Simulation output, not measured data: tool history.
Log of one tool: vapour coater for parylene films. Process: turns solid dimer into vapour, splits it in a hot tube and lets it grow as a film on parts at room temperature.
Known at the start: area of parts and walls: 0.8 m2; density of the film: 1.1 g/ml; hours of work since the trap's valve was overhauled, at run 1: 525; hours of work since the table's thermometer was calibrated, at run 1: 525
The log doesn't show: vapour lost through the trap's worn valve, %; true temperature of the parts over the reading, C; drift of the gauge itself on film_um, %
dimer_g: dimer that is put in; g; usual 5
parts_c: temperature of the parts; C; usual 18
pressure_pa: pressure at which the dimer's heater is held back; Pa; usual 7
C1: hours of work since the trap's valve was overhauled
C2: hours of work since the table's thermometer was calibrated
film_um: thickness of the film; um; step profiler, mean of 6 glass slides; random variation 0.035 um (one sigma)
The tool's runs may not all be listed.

{"run": 1, "hour": 0.0, "dimer_g": 5, "parts_c": 18, "pressure_pa": 7, "C1": 525, "C2": 525, "film_um": 3.23}
{"run": 2, "hour": 77.8, "dimer_g": 5, "parts_c": 18, "pressure_pa": 7, "C1": 571, "C2": 571, "film_um": 3.22}
{"hour": 103.1, "done": "trap's valve overhauled"}
{"run": 3, "hour": 142.8, "dimer_g": 5, "parts_c": 18, "pressure_pa": 7, "C1": 24, "C2": 608, "film_um": 3.6}
{"run": 4, "hour": 230.0, "dimer_g": 5, "parts_c": 18, "pressure_pa": 7, "C1": 76, "C2": 660, "film_um": 3.55}
{"run": 5, "hour": 278.5, "dimer_g": 5, "parts_c": 18, "pressure_pa": 7, "C1": 105, "C2": 689, "film_um": 3.47}
{"run": 6, "hour": 337.3, "dimer_g": 5, "parts_c": 18, "pressure_pa": 7, "C1": 140, "C2": 724, "film_um": 3.45}
{"run": 7, "hour": 395.5, "dimer_g": 5, "parts_c": 18, "pressure_pa": 7, "C1": 174, "C2": 758, "film_um": 3.53}
{"run": 8, "hour": 431.3, "dimer_g": 5, "parts_c": 29, "pressure_pa": 7, "C1": 196, "C2": 780, "film_um": 2.12}
{"run": 9, "hour": 480.9, "dimer_g": 5, "parts_c": 29, "pressure_pa": 7, "C1": 225, "C2": 809, "film_um": 2.15}
{"run": 10, "hour": 520.8, "dimer_g": 5, "parts_c": 22, "pressure_pa": 7, "C1": 249, "C2": 833, "film_um": 2.88}
{"hour": 541.7, "done": "table's thermometer calibrated"}
{"run": 11, "hour": 594.1, "dimer_g": 5, "parts_c": 22, "pressure_pa": 7, "C1": 292, "C2": 31, "film_um": 2.86}
{"run": 12, "hour": 668.4, "dimer_g": 5, "parts_c": 18, "pressure_pa": 7, "C1": 337, "C2": 76, "film_um": 3.35}
{"run": 13, "hour": 747.0, "dimer_g": 5, "parts_c": 18, "pressure_pa": 7, "C1": 383, "C2": 122, "film_um": 3.27}
{"run": 14, "hour": 826.2, "dimer_g": 5, "parts_c": 10, "pressure_pa": 7, "C1": 431, "C2": 170, "film_um": 4.64}
{"run": 15, "hour": 903.8, "dimer_g": 5, "parts_c": 10, "pressure_pa": 7, "C1": 477, "C2": 216, "film_um": 4.68}
{"run": 16, "hour": 946.8, "dimer_g": 5, "parts_c": 10, "pressure_pa": 7, "C1": 503, "C2": 242, "film_um": 4.7}
{"run": 17, "hour": 1033.7, "dimer_g": 5, "parts_c": 18, "pressure_pa": 7, "C1": 554, "C2": 293, "film_um": 3.23}
{"hour": 1092.7, "done": "trap's valve overhauled"}
{"run": 18, "hour": 1113.5, "dimer_g": 5, "parts_c": 18, "pressure_pa": 7, "C1": 12, "C2": 339, "film_um": 3.54}
{"run": 19, "hour": 1182.6, "dimer_g": 3, "parts_c": 18, "pressure_pa": 7, "C1": 54, "C2": 380, "film_um": 2.14}
{"run": 20, "hour": 1222.4, "dimer_g": 3, "parts_c": 18, "pressure_pa": 7, "C1": 77, "C2": 404, "film_um": 2.14}
{"run": 21, "hour": 1257.7, "dimer_g": 3, "parts_c": 18, "pressure_pa": 7, "C1": 98, "C2": 425, "film_um": 2.08}
{"run": 22, "hour": 1304.4, "dimer_g": 3, "parts_c": 18, "pressure_pa": 7, "C1": 126, "C2": 452, "film_um": 2.12}
{"run": 23, "hour": 1381.6, "dimer_g": 3, "parts_c": 18, "pressure_pa": 7, "C1": 172, "C2": 499, "film_um": 2.14}
{"run": 24, "hour": 1440.6, "dimer_g": 7, "parts_c": 17, "pressure_pa": 9.07, "C1": 207, "C2": 534, "film_um": 4.98}
{"run": 25, "hour": 1516.9, "dimer_g": 3, "parts_c": 18, "pressure_pa": 3.48, "C1": 253, "C2": 579, "film_um": 2.23}
{"run": 26, "hour": 1601.2, "dimer_g": 4, "parts_c": 29, "pressure_pa": 2.08, "C1": 303, "C2": 629, "film_um": 1.84}
{"run": 27, "hour": 1660.2, "dimer_g": 4, "parts_c": 29, "pressure_pa": 2.08, "C1": 338, "C2": 665, "film_um": 1.83}
{"run": 28, "hour": 1747.4, "dimer_g": 3, "parts_c": 29, "pressure_pa": 2.89, "C1": 390, "C2": 717, "film_um": 1.34}
{"run": 29, "hour": 1805.8, "dimer_g": 3, "parts_c": 13, "pressure_pa": 11.44, "C1": 425, "C2": 752, "film_um": 2.38}
{"run": 30, "hour": 1853.8, "dimer_g": 4, "parts_c": 13, "pressure_pa": 11.44, "C1": 454, "C2": 780, "film_um": 3.24}
{"run": 31, "hour": 1929.0, "dimer_g": 5, "parts_c": 12, "pressure_pa": 2.56, "C1": 499, "C2": 825, "film_um": 4.63}
{"hour": 1964.1, "done": "table's thermometer calibrated"}
{"run": 32, "hour": 1994.2, "dimer_g": 5, "parts_c": 12, "pressure_pa": 2.56, "C1": 537, "C2": 18, "film_um": 4.57}
{"run": 33, "hour": 2069.6, "dimer_g": 5, "parts_c": 12, "pressure_pa": 4.76, "C1": 582, "C2": 63, "film_um": 4.3}
{"hour": 2078.0, "done": "trap's valve overhauled"}
{"run": 34, "hour": 2117.5, "dimer_g": 4, "parts_c": 15, "pressure_pa": 4.76, "C1": 24, "C2": 89, "film_um": 3.32}
{"run": 35, "hour": 2200.7, "dimer_g": 2, "parts_c": 24, "pressure_pa": 7, "C1": 73, "C2": 139, "film_um": 1.1}
{"run": 36, "hour": 2237.4, "dimer_g": 6, "parts_c": 18, "pressure_pa": 7, "C1": 95, "C2": 161, "film_um": 4.18}

Run 37 comes next. What will it give?
{"run": 37, "hour": 2320.0, "dimer_g": 5, "parts_c": 14, "pressure_pa": 7, "C1": 144, "C2": 210, "film_um": "?"}

film_um: 4.11 um
Without the tool's hidden state the same run would have given film_um 4.19 um.
